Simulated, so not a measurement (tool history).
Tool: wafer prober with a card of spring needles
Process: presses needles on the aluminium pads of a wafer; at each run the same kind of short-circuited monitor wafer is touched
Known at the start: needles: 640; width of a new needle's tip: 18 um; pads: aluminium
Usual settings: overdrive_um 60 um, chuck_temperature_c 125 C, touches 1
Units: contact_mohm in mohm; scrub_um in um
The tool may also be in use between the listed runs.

| run | hour | overdrive_um | chuck_temperature_c | touches | contact_mohm | scrub_um |
|---|---|---|---|---|---|---|
| 1 | 0.0 | 60 | 125 | 1 | 251 | 10.78 |
|  | 3.8 | tips cleaned on abrasive film |
|  | 28.8 | tips cleaned on abrasive film |
|  | 54.1 | tips cleaned on abrasive film |
| 2 | 60.3 | 60 | 125 | 1 | 254 | 10.74 |
|  | 80.9 | tips cleaned on abrasive film |
| 3 | 97.3 | 60 | 125 | 1 | 250 | 10.79 |
|  | 108.7 | tips cleaned on abrasive film |
|  | 136.6 | tips cleaned on abrasive film |
|  | 162.6 | tips cleaned on abrasive film |
| 4 | 165.8 | 60 | 125 | 1 | 253 | 10.77 |
|  | 186.5 | tips cleaned on abrasive film |
|  | 214.7 | tips cleaned on abrasive film |
| 5 | 221.9 | 60 | 125 | 1 | 253 | 10.80 |
|  | 237.7 | tips cleaned on abrasive film |
|  | 265.5 | tips cleaned on abrasive film |
|  | 289.3 | tips cleaned on abrasive film |
| 6 | 292.0 | 56 | 125 | 1 | 254 | 10.06 |
|  | 314.9 | tips cleaned on abrasive film |
| 7 | 323.9 | 60 | 125 | 1 | 248 | 10.80 |
|  | 339.6 | tips cleaned on abrasive film |
|  | 366.1 | tips cleaned on abrasive film |
| 8 | 386.7 | 60 | 125 | 1 | 249 | 10.83 |
|  | 390.9 | tips cleaned on abrasive film |
|  | 414.3 | tips cleaned on abrasive film |
| 9 | 425.9 | 60 | 125 | 1 | 251 | 10.76 |
|  | 441.6 | tips cleaned on abrasive film |
|  | 469.0 | tips cleaned on abrasive film |
|  | 472.5 | height of the first contact set anew |
|  | 492.5 | tips cleaned on abrasive film |
| 10 | 492.5 | 60 | 125 | 1 | 253 | 10.85 |
|  | 516.1 | tips cleaned on abrasive film |
|  | 539.4 | tips cleaned on abrasive film |
|  | 565.2 | tips cleaned on abrasive film |
| 11 | 570.9 | 60 | 125 | 1 | 254 | 10.81 |
|  | 593.2 | tips cleaned on abrasive film |
| 12 | 614.7 | 60 | 125 | 1 | 252 | 10.80 |
|  | 618.8 | tips cleaned on abrasive film |
|  | 644.5 | tips cleaned on abrasive film |
|  | 670.6 | tips cleaned on abrasive film |
| 13 | 685.1 | 60 | 125 | 1 | 245 | 10.87 |
|  | 694.5 | tips cleaned on abrasive film |
|  | 720.9 | tips cleaned on abrasive film |
|  | 745.6 | tips cleaned on abrasive film |
| 14 | 761.3 | 60 | 125 | 1 | 252 | 10.81 |
|  | 772.3 | tips cleaned on abrasive film |
|  | 797.7 | tips cleaned on abrasive film |
| 15 | 813.1 | 44 | 125 | 1 | 263 | 8.00 |
|  | 824.5 | tips cleaned on abrasive film |
|  | 851.3 | tips cleaned on abrasive film |
|  | 874.7 | tips cleaned on abrasive film |
| 16 | 874.7 | 44 | 125 | 1 | 262 | 7.94 |
|  | 899.6 | tips cleaned on abrasive film |
|  | 922.8 | tips cleaned on abrasive film |
|  | 945.7 | tips cleaned on abrasive film |
| 17 | 949.0 | 77 | 125 | 1 | 246 | 13.95 |
|  | 969.2 | tips cleaned on abrasive film |
|  | 992.3 | tips cleaned on abrasive film |
|  | 1016.6 | tips cleaned on abrasive film |
| 18 | 1026.5 | 77 | 42 | 1 | 223 | 13.93 |
|  | 1040.2 | tips cleaned on abrasive film |
|  | 1067.3 | tips cleaned on abrasive film |
| 19 | 1067.3 | 68 | 125 | 1 | 246 | 12.33 |
|  | 1093.9 | tips cleaned on abrasive film |
|  | 1117.2 | tips cleaned on abrasive film |
| 20 | 1117.2 | 44 | 36 | 1 | 233 | 7.96 |
|  | 1142.6 | tips cleaned on abrasive film |
|  | 1168.0 | tips cleaned on abrasive film |
|  | 1174.0 | height of the first contact set anew |
| 21 | 1179.0 | 45 | 111 | 2 | 255 | 8.15 |
|  | 1192.4 | tips cleaned on abrasive film |
|  | 1217.6 | tips cleaned on abrasive film |
|  | 1241.8 | tips cleaned on abrasive film |
| 22 | 1246.3 | 45 | 111 | 2 | 254 | 8.19 |
|  | 1264.7 | tips cleaned on abrasive film |
|  | 1291.8 | tips cleaned on abrasive film |
| 23 | 1312.5 | 65 | 64 | 2 | 234 | 11.83 |
|  | 1316.6 | tips cleaned on abrasive film |
|  | 1340.7 | tips cleaned on abrasive film |
| 24 | 1344.4 | 44 | 33 | 1 | 232 | 7.94 |
|  | 1367.6 | tips cleaned on abrasive film |
|  | 1393.0 | tips cleaned on abrasive film |
| 25 | 1415.2 | 60 | 88 | 2 | 240 | 10.93 |
|  | 1418.5 | tips cleaned on abrasive film |
|  | 1444.4 | tips cleaned on abrasive film |
| 26 | 1458.3 | 56 | 88 | 2 | 239 | 10.19 |
|  | 1472.4 | tips cleaned on abrasive film |
|  | 1496.1 | tips cleaned on abrasive film |
| 27 | 1509.4 | 56 | 88 | 2 | 241 | 10.14 |
|  | 1519.3 | tips cleaned on abrasive film |
|  | 1544.2 | tips cleaned on abrasive film |
| 28 | 1561.9 | 52 | 34 | 2 | 229 | 9.41 |

4 ways to go on from here, each from the tool as it stands after run 28. What would each give?
|  | 1567.7 | tips cleaned on abrasive film |
|  | 1596.1 | tips cleaned on abrasive film |
|  | 1619.7 | tips cleaned on abrasive film |
| A | 1630.6 | 45 | 125 | 1 | ? | ? |
|  | 1567.7 | tips cleaned on abrasive film |
|  | 1596.1 | tips cleaned on abrasive film |
|  | 1619.7 | tips cleaned on abrasive film |
| B | 1630.6 | 52 | 34 | 3 | ? | ? |
|  | 1567.7 | tips cleaned on abrasive film |
|  | 1596.1 | tips cleaned on abrasive film |
|  | 1619.7 | tips cleaned on abrasive film |
| C | 1630.6 | 60 | 58 | 1 | ? | ? |
|  | 1567.7 | tips cleaned on abrasive film |
|  | 1596.1 | tips cleaned on abrasive film |
|  | 1619.7 | tips cleaned on abrasive film |
| D | 1630.6 | 48 | 53 | 2 | ? | ? |

| run | contact_mohm | scrub_um |
|---|---|---|
| A | 260 | 8.17 |
| B | 228 | 9.41 |
| C | 233 | 10.87 |
| D | 239 | 8.73 |
Without the tool's hidden state the same runs would have given:
| run | contact_mohm | scrub_um |
|---|---|---|
| A | 259 | 8.08 |
| B | 228 | 9.31 |
| C | 233 | 10.75 |
| D | 238 | 8.63 |
